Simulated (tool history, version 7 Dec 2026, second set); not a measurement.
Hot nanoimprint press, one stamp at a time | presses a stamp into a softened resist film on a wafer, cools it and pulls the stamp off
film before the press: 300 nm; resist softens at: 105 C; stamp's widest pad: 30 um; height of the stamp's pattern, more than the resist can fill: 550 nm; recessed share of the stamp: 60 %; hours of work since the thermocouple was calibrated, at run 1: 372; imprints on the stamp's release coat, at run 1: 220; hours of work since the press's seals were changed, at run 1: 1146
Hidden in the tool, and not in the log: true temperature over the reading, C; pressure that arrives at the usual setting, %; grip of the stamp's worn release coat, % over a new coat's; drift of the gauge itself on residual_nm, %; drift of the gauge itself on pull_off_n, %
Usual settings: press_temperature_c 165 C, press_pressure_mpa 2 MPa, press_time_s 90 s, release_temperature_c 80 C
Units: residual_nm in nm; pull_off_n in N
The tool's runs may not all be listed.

| run | hour | press_temperature_c | press_pressure_mpa | press_time_s | release_temperature_c | hours of work since the thermocouple was calibrated | imprints on the stamp's release coat | hours of work since the press's seals were changed | residual_nm | pull_off_n |
|---|---|---|---|---|---|---|---|---|---|---|
| 1 | 0 | 165 | 2 | 90 | 80 | 372 | 220 | 1146 | 128.1 | 115 |
| 2 | 50 | 165 | 2 | 90 | 80 | 411 | 436 | 1185 | 128.6 | 120 |
|  | 80.9 | press's hydraulic seals changed and the load cell set to zero |
| 3 | 80.9 | 165 | 2 | 69 | 80 | 429 | 535 | 0 | 132.9 | 124 |
| 4 | 111.8 | 165 | 2 | 69 | 78 | 453 | 669 | 24 | 131.3 | 124 |
|  | 153.1 | plate thermocouple calibrated |
| 5 | 166 | 165 | 2 | 108 | 80 | 10 | 890 | 65 | 109.9 | 122 |
| 6 | 195.8 | 165 | 2 | 108 | 80 | 34 | 1019 | 88 | 111.1 | 126 |
| 7 | 237.3 | 165 | 2 | 108 | 80 | 66 | 1199 | 121 | 109.4 | 126 |
| 8 | 260 | 165 | 2 | 90 | 81 | 84 | 1297 | 139 | 117.6 | 130 |
| 9 | 291.3 | 165 | 2 | 90 | 81 | 109 | 1432 | 164 | 116.8 | 129 |
|  | 298.4 | plate thermocouple calibrated, once more |
| 10 | 345.3 | 165 | 2 | 90 | 81 | 37 | 1653 | 204 | 131.1 | 135 |
|  | 354.9 | stamp cleaned and given a new release coat |
| 11 | 373.6 | 164 | 3.12 | 176 | 80 | 55 | 81 | 221 | 85.1 | 113 |
| 12 | 399 | 164 | 3.12 | 70 | 80 | 75 | 191 | 241 | 116.6 | 121 |
| 13 | 430.5 | 164 | 3.12 | 70 | 80 | 99 | 327 | 266 | 116.5 | 114 |
| 14 | 453.3 | 163 | 2 | 80 | 80 | 117 | 426 | 284 | 147.9 | 120 |
| 15 | 480.5 | 172 | 1.9 | 71 | 69 | 139 | 543 | 306 | 101.3 | 152 |

Forecast run 16:
| 16 | 524.6 | 172 | 1.9 | 71 | 69 | 174 | 734 | 340 | ? | ? |

residual_nm: 99.2 nm
pull_off_n: 152 N
Without the tool's hidden state the same run would have given residual_nm 99.9 nm, pull_off_n 140 N.
